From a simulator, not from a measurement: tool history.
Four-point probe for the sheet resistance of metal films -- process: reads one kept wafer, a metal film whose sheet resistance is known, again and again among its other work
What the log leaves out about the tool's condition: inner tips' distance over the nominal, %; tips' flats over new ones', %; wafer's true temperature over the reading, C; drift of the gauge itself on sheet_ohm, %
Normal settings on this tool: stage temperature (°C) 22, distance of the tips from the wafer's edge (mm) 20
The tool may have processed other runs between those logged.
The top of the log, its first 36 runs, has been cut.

run,day,stage temperature (°C),distance of the tips from the wafer's edge (mm),touches since the probe head was changed,hours of work since the stage's thermometer was calibrated,sheet resistance as the instrument gives it (ohm/square)
37,125.654,29,20,150501,1718,0.052776
38,131.117,29,20,158769,1815,0.052779
39,135.362,26,20,165188,1890,0.052862
40,139.729,24,30,171796,1968,0.052897
41,143.600,20,4,177653,2036,0.053695
42,147.775,22,18,183967,2110,0.052966
43,150.208,32,6,187651,2154,0.052971
44,152.775,25,7,191533,2199,0.053073

Predict each of these 4 candidate next runs independently; none follows another, all start after run 44:
A,157.108,24,72,198088,2276,?
B,157.108,29,21,198088,2276,?
C,157.108,34,6,198088,2276,?
D,157.108,29,70,198088,2276,?

run,sheet resistance as the instrument gives it (ohm/square)
A,0.052878
B,0.052761
C,0.052954
D,0.052751
Without the tool's unlogged condition, the same runs would have read:
run,sheet resistance as the instrument gives it (ohm/square)
A,0.052874
B,0.052756
C,0.052949
D,0.052746

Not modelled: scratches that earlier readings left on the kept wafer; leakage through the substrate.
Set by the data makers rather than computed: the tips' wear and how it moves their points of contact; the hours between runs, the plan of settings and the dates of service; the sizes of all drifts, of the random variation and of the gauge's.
